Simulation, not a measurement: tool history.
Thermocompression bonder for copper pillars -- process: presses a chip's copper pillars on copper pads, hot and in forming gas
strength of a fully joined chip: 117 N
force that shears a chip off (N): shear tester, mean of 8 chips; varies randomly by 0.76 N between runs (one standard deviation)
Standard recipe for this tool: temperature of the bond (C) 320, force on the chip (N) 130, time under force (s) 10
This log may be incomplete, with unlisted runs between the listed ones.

run,hour,temperature of the bond (C),force on the chip (N),time under force (s),force that shears a chip off (N)
1,0,320,130,10,67.2
# hour 19.6: forming gas filter changed
2,25.3,320,130,10,68.4
# hour 50.2: force cell calibrated
3,53.2,320,130,17,79.3
4,85.1,320,130,17,79.9
5,98.6,320,130,17,79.2
6,131.1,320,130,17,78.2
7,155,334,130,10,75.4
# hour 170.2: heater calibrated with a thermocouple chip
8,179.6,334,103,10,62.2
9,196.7,334,103,10,62.6
10,216.3,334,103,10,61.5

Here are 3 independent what-if runs from the current tool condition. What would each one return?
A,233,349,176,12,?
B,233,319,110,8,?
C,233,320,109,14,?

run,force that shears a chip off (N)
A,101.5
B,53.3
C,64.6
With no hidden state in the tool, these same runs would have given:
run,force that shears a chip off (N)
A,101.9
B,53.5
C,64.9
